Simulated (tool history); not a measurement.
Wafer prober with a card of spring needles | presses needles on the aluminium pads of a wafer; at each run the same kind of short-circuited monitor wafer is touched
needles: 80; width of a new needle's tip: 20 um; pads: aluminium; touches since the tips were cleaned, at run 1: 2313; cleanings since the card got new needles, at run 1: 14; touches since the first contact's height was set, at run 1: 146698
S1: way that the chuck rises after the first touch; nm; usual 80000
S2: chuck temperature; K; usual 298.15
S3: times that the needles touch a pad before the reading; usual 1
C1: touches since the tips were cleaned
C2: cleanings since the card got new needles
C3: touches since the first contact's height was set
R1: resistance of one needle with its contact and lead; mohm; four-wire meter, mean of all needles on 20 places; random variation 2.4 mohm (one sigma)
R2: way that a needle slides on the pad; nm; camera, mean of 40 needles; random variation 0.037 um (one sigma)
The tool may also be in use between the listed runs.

run	hour	S1	S2	S3	C1	C2	C3	R1	R2
1	0	80000	298.15	1	2313	14	146698	292	12780
# hour 9.5: tips cleaned on abrasive film
2	9.9	80000	298.15	2	263	15	153478	272	12750
# hour 23.7: tips cleaned on abrasive film
3	33.9	80000	298.15	1	7088	16	170113	315	12810
# hour 37.5: tips cleaned on abrasive film
4	46.1	80000	298.15	1	5991	17	178513	311	12690
# hour 52.1: tips cleaned on abrasive film
5	59.6	80000	298.15	1	5243	18	187832	308	12770
# hour 61.6: height of the first contact set anew
# hour 66: tips cleaned on abrasive film
6	75.3	80000	298.15	1	6522	19	9457	304	13040
# hour 78.6: tips cleaned on abrasive film
7	85.7	80000	298.15	1	4942	20	16604	309	13030
# hour 91.5: tips cleaned on abrasive film
# hour 104.3: tips cleaned on abrasive film
8	105.6	80000	298.15	1	927	22	30287	282	12960
# hour 117: tips cleaned on abrasive film
9	123.1	80000	298.15	1	4300	23	42388	305	12910
# hour 130.3: tips cleaned on abrasive film
10	138.2	80000	298.15	1	5549	24	52808	310	12900
# hour 144.1: tips cleaned on abrasive film
11	153.5	80000	298.15	1	6535	25	63316	312	12910
# hour 157.6: tips cleaned on abrasive film
# hour 171.3: tips cleaned on abrasive film
12	173.4	80000	298.15	1	1425	27	77018	290	12900
# hour 184.8: tips cleaned on abrasive film
13	193.2	80000	298.15	1	5867	28	90746	313	12920
# hour 198.4: tips cleaned on abrasive film
# hour 211.5: tips cleaned on abrasive film
14	213.5	80000	298.15	1	1436	30	104701	295	12850
# hour 224.2: tips cleaned on abrasive film
15	233.1	80000	298.15	1	6170	31	118206	317	12890
# hour 238.2: tips cleaned on abrasive film
16	250.2	80000	298.15	1	8377	32	130060	318	12810
# hour 252.3: tips cleaned on abrasive film
# hour 265.1: tips cleaned on abrasive film
17	266.8	77000	310.15	1	1169	34	141427	291	12300
# hour 279.4: tips cleaned on abrasive film
18	286	80000	325.15	1	4583	35	154722	317	12780
# hour 292.2: tips cleaned on abrasive film
19	299.8	65000	307.15	1	5292	36	164254	333	10330
# hour 305.3: tips cleaned on abrasive film
20	315.6	72000	319.15	1	7148	37	175147	333	11390
# hour 319.9: tips cleaned on abrasive film
21	326.8	72000	319.15	1	4787	38	182835	328	11420
# hour 332.9: tips cleaned on abrasive film
# hour 335.1: height of the first contact set anew
# hour 346.4: tips cleaned on abrasive film
22	346.4	76000	298.15	1	0	40	7795	278	12370
23	356.3	93000	298.15	1	6840	40	14635	306	15110
# hour 360.1: tips cleaned on abrasive film
24	368.3	68000	298.15	2	5689	41	22930	306	11060
# hour 374.1: tips cleaned on abrasive film
25	382.6	68000	298.15	2	5916	42	32778	306	11020
# hour 387.8: tips cleaned on abrasive film
26	393	82000	302.15	1	3605	43	39966	305	13250
# hour 400.6: tips cleaned on abrasive film
27	406.5	80000	298.15	1	4065	44	49253	311	12970
# hour 415: tips cleaned on abrasive film
# hour 428.4: tips cleaned on abrasive film
28	430.7	80000	352.15	1	1584	46	65926	305	12840
# hour 442.8: tips cleaned on abrasive film
29	450	80000	352.15	1	5011	47	79263	326	12930
# hour 456.8: tips cleaned on abrasive film
# hour 470.6: tips cleaned on abrasive film
30	472.7	80000	352.15	1	1479	49	94925	313	12870
# hour 484.2: tips cleaned on abrasive film
31	494.1	98000	349.15	1	6913	50	109710	311	15720
# hour 497.8: tips cleaned on abrasive film
32	505.1	78000	336.15	1	5049	51	117260	322	12440

4 ways to go on from here, each from the tool as it stands after run 32. What would each give?
# hour 512.2: tips cleaned on abrasive film
A	524.5	78000	374.15	1	8576	52	130696	?	?
# hour 512.2: tips cleaned on abrasive film
B	524.5	78000	302.15	1	8576	52	130696	?	?
# hour 512.2: tips cleaned on abrasive film
C	524.5	70000	298.15	1	8576	52	130696	?	?
# hour 512.2: tips cleaned on abrasive film
D	524.5	65000	298.15	2	8576	52	130696	?	?

run	R1	R2
A	341	12540
B	319	12470
C	332	11130
D	317	10320
Without the tool's hidden state the same runs would have given:
run	R1	R2
A	294	12750
B	268	12680
C	269	11340
D	272	10530
